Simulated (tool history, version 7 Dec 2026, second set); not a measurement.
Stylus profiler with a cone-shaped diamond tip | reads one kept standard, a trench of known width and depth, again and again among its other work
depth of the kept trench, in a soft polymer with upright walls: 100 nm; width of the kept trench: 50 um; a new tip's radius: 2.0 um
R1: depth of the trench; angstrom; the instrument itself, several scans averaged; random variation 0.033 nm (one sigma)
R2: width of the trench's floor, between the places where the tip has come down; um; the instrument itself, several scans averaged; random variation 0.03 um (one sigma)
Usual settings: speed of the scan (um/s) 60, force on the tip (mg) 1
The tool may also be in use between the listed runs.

{"run": 1, "hour": 0.0, "speed of the scan (um/s)": 60, "force on the tip (mg)": 1, "R1": 1007.4, "R2": 48.53}
{"run": 2, "hour": 33.2, "speed of the scan (um/s)": 60, "force on the tip (mg)": 1, "R1": 1007.3, "R2": 48.53}
{"run": 3, "hour": 73.8, "speed of the scan (um/s)": 60, "force on the tip (mg)": 1, "R1": 1007.3, "R2": 48.54}
{"run": 4, "hour": 95.2, "speed of the scan (um/s)": 60, "force on the tip (mg)": 1, "R1": 1007.8, "R2": 48.54}
{"run": 5, "hour": 148.3, "speed of the scan (um/s)": 60, "force on the tip (mg)": 1, "R1": 1007.8, "R2": 48.53}
{"run": 6, "hour": 185.4, "speed of the scan (um/s)": 60, "force on the tip (mg)": 1, "R1": 1007.7, "R2": 48.57}
{"run": 7, "hour": 208.8, "speed of the scan (um/s)": 60, "force on the tip (mg)": 1, "R1": 1007, "R2": 48.54}
{"run": 8, "hour": 231.6, "speed of the scan (um/s)": 60, "force on the tip (mg)": 1, "R1": 1007, "R2": 48.49}
{"run": 9, "hour": 271.0, "speed of the scan (um/s)": 60, "force on the tip (mg)": 0.44, "R1": 1004.6, "R2": 48.36}
{"run": 10, "hour": 306.1, "speed of the scan (um/s)": 60, "force on the tip (mg)": 1, "R1": 1007, "R2": 48.51}
{"run": 11, "hour": 350.8, "speed of the scan (um/s)": 60, "force on the tip (mg)": 1, "R1": 1007.4, "R2": 48.48}
{"run": 12, "hour": 389.4, "speed of the scan (um/s)": 60, "force on the tip (mg)": 1, "R1": 1007.8, "R2": 48.52}
{"run": 13, "hour": 417.4, "speed of the scan (um/s)": 60, "force on the tip (mg)": 1, "R1": 1007.1, "R2": 48.48}
{"run": 14, "hour": 456.9, "speed of the scan (um/s)": 60, "force on the tip (mg)": 0.53, "R1": 1004.9, "R2": 48.46}
{"run": 15, "hour": 504.0, "speed of the scan (um/s)": 60, "force on the tip (mg)": 0.53, "R1": 1005.4, "R2": 48.37}
{"run": 16, "hour": 536.2, "speed of the scan (um/s)": 53, "force on the tip (mg)": 1, "R1": 1007.9, "R2": 48.55}
{"run": 17, "hour": 585.9, "speed of the scan (um/s)": 53, "force on the tip (mg)": 1, "R1": 1007.3, "R2": 48.6}
{"run": 18, "hour": 623.2, "speed of the scan (um/s)": 53, "force on the tip (mg)": 1, "R1": 1007.1, "R2": 48.54}
{"run": 19, "hour": 659.2, "speed of the scan (um/s)": 60, "force on the tip (mg)": 1, "R1": 1007, "R2": 48.51}
{"run": 20, "hour": 691.5, "speed of the scan (um/s)": 60, "force on the tip (mg)": 1.32, "R1": 1008.4, "R2": 48.5}
{"run": 21, "hour": 730.4, "speed of the scan (um/s)": 60, "force on the tip (mg)": 1.32, "R1": 1009, "R2": 48.54}
{"run": 22, "hour": 777.5, "speed of the scan (um/s)": 60, "force on the tip (mg)": 1.32, "R1": 1008.8, "R2": 48.51}
{"run": 23, "hour": 809.5, "speed of the scan (um/s)": 60, "force on the tip (mg)": 1, "R1": 1007.5, "R2": 48.49}
{"run": 24, "hour": 858.2, "speed of the scan (um/s)": 32, "force on the tip (mg)": 1, "R1": 1007.3, "R2": 48.7}
{"run": 25, "hour": 906.8, "speed of the scan (um/s)": 132, "force on the tip (mg)": 2.16, "R1": 1012.3, "R2": 48.37}
{"run": 26, "hour": 959.5, "speed of the scan (um/s)": 81, "force on the tip (mg)": 1, "R1": 1007.3, "R2": 48.43}
{"run": 27, "hour": 985.0, "speed of the scan (um/s)": 83, "force on the tip (mg)": 0.48, "R1": 1004.3, "R2": 48.22}
{"run": 28, "hour": 1020.8, "speed of the scan (um/s)": 226, "force on the tip (mg)": 1.24, "R1": 1008.5, "R2": 47.99}
{"run": 29, "hour": 1066.7, "speed of the scan (um/s)": 27, "force on the tip (mg)": 0.52, "R1": 1004.9, "R2": 48.57}
{"run": 30, "hour": 1090.8, "speed of the scan (um/s)": 67, "force on the tip (mg)": 1, "R1": 1007.5, "R2": 48.47}
{"run": 31, "hour": 1133.6, "speed of the scan (um/s)": 67, "force on the tip (mg)": 1, "R1": 1007.6, "R2": 48.46}
{"run": 32, "hour": 1155.1, "speed of the scan (um/s)": 16, "force on the tip (mg)": 0.35, "R1": 1004.2, "R2": 48.61}
{"run": 33, "hour": 1198.3, "speed of the scan (um/s)": 15, "force on the tip (mg)": 1.84, "R1": 1011.4, "R2": 48.7}
{"run": 34, "hour": 1234.8, "speed of the scan (um/s)": 15, "force on the tip (mg)": 1.84, "R1": 1011.2, "R2": 48.67}
{"run": 35, "hour": 1258.1, "speed of the scan (um/s)": 165, "force on the tip (mg)": 2.32, "R1": 1012.8, "R2": 48.35}
{"run": 36, "hour": 1284.4, "speed of the scan (um/s)": 165, "force on the tip (mg)": 2.32, "R1": 1012.8, "R2": 48.33}
{"run": 37, "hour": 1309.8, "speed of the scan (um/s)": 165, "force on the tip (mg)": 2.32, "R1": 1013.5, "R2": 48.35}
{"run": 38, "hour": 1344.9, "speed of the scan (um/s)": 165, "force on the tip (mg)": 2.32, "R1": 1013.3, "R2": 48.3}
{"run": 39, "hour": 1388.5, "speed of the scan (um/s)": 45, "force on the tip (mg)": 2.32, "R1": 1013.1, "R2": 48.61}
{"run": 40, "hour": 1409.9, "speed of the scan (um/s)": 218, "force on the tip (mg)": 1, "R1": 1007.4, "R2": 47.85}
{"run": 41, "hour": 1441.1, "speed of the scan (um/s)": 218, "force on the tip (mg)": 2.31, "R1": 1013.6, "R2": 48.19}
{"run": 42, "hour": 1478.2, "speed of the scan (um/s)": 25, "force on the tip (mg)": 1, "R1": 1007.2, "R2": 48.64}
{"run": 43, "hour": 1503.7, "speed of the scan (um/s)": 60, "force on the tip (mg)": 0.86, "R1": 1006.9, "R2": 48.44}
{"run": 44, "hour": 1539.8, "speed of the scan (um/s)": 60, "force on the tip (mg)": 0.59, "R1": 1005.3, "R2": 48.42}
{"run": 45, "hour": 1592.9, "speed of the scan (um/s)": 221, "force on the tip (mg)": 0.91, "R1": 1007.4, "R2": 47.82}
{"run": 46, "hour": 1630.2, "speed of the scan (um/s)": 35, "force on the tip (mg)": 1.42, "R1": 1009.3, "R2": 48.59}
{"run": 47, "hour": 1656.1, "speed of the scan (um/s)": 35, "force on the tip (mg)": 1.42, "R1": 1008.9, "R2": 48.55}

The same runs without the tool's hidden state, with the same run-to-run variation:
The hidden state here: radius of the tip, um; height scale over the true one, %; drift of the gauge itself on depth_nm, %; drift of the gauge itself on floor_um, %.
run=1 R2=48.54
run=2 R2=48.53
run=3 R2=48.55
run=4 R2=48.54
run=5 R2=48.54
run=6 R2=48.58
run=7 R2=48.55
run=8 R2=48.49
run=9 R2=48.37
run=10 R2=48.52
run=11 R2=48.49
run=12 R2=48.54
run=13 R2=48.49
run=14 R2=48.47
run=15 R2=48.38
run=16 R2=48.56
run=17 R2=48.61
run=18 R2=48.55
run=19 R2=48.52
run=20 R2=48.52
run=21 R2=48.56
run=22 R2=48.52
run=23 R2=48.5
run=24 R2=48.72
run=25 R2=48.39
run=26 R2=48.45
run=27 R2=48.23
run=28 R2=48.01
run=29 R2=48.59
run=30 R2=48.49
run=31 R2=48.48
run=32 R2=48.63
run=33 R2=48.72
run=34 R2=48.7
run=35 R2=48.37
run=36 R2=48.35
run=37 R2=48.37
run=38 R2=48.32
run=39 R2=48.63
run=40 R2=47.88
run=41 R2=48.22
run=42 R2=48.67
run=43 R2=48.47
run=44 R2=48.45
run=45 R2=47.85
run=46 R2=48.62
run=47 R2=48.58
R1: within 0.1 angstrom of the measured result in every run.

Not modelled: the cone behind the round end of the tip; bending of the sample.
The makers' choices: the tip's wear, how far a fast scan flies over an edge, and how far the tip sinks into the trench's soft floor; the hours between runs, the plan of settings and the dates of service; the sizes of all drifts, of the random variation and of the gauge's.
